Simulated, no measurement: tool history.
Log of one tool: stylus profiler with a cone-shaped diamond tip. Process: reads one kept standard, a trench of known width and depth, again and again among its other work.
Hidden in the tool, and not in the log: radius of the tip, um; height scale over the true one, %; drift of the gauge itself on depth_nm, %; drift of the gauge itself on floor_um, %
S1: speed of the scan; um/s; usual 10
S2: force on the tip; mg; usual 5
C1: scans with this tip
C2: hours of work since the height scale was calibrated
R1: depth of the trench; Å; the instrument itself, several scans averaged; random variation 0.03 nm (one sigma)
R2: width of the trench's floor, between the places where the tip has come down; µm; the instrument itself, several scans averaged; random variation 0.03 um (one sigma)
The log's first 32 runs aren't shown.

| run | day | S1 | S2 | C1 | C2 | R1 | R2 |
|---|---|---|---|---|---|---|---|
| 33 | 23.338 | 10 | 4.36 | 3467 | 762 | 1012.3 | 18.36 |
| 34 | 24.229 | 26 | 7.26 | 3541 | 778 | 1016.3 | 18.41 |
| 35 | 25.096 | 26 | 7.26 | 3613 | 794 | 1016.6 | 18.36 |
| 36 | 26.167 | 3 | 4.65 | 3702 | 813 | 1013.5 | 18.43 |
| 37 | 26.992 | 8 | 11.67 | 3770 | 828 | 1022.1 | 18.51 |
| 38 | 27.571 | 8 | 11.67 | 3818 | 839 | 1021.3 | 18.45 |
| 39 | 28.092 | 6 | 5.2 | 3861 | 848 | 1014.1 | 18.44 |
| 40 | 28.704 | 15 | 2.64 | 3912 | 860 | 1010.2 | 18.39 |
| 41 | 29.771 | 2 | 1.99 | 4000 | 879 | 1009.3 | 18.52 |
| 42 | 30.346 | 5 | 1.93 | 4047 | 889 | 1009 | 18.4 |
| 43 | 30.938 | 6 | 1.93 | 4096 | 900 | 1009.6 | 18.43 |
| 44 | 31.392 | 34 | 5 | 4134 | 908 | 1014.6 | 18.37 |
| 45 | 32.071 | 10 | 8.59 | 4190 | 921 | 1018.5 | 18.35 |
| 46 | 33.062 | 4 | 12.81 | 4272 | 939 | 1023.7 | 18.44 |

4 ways to go on from here, each from the tool as it stands after run 46. What would each give?
| A | 33.612 | 5 | 5.3 | 4317 | 949 | ? | ? |
| B | 33.612 | 18 | 6.97 | 4317 | 949 | ? | ? |
| C | 33.612 | 2 | 12.81 | 4317 | 949 | ? | ? |
| D | 33.612 | 3 | 13.21 | 4317 | 949 | ? | ? |

| run | R1 | R2 |
|---|---|---|
| A | 1014.7 | 18.44 |
| B | 1017.3 | 18.42 |
| C | 1023 | 18.46 |
| D | 1023.9 | 18.46 |
Without the tool's hidden state the same runs would have given:
| run | R1 | R2 |
|---|---|---|
| A | 1010.7 | 18.56 |
| B | 1013.2 | 18.54 |
| C | 1018.9 | 18.58 |
| D | 1019.8 | 18.58 |
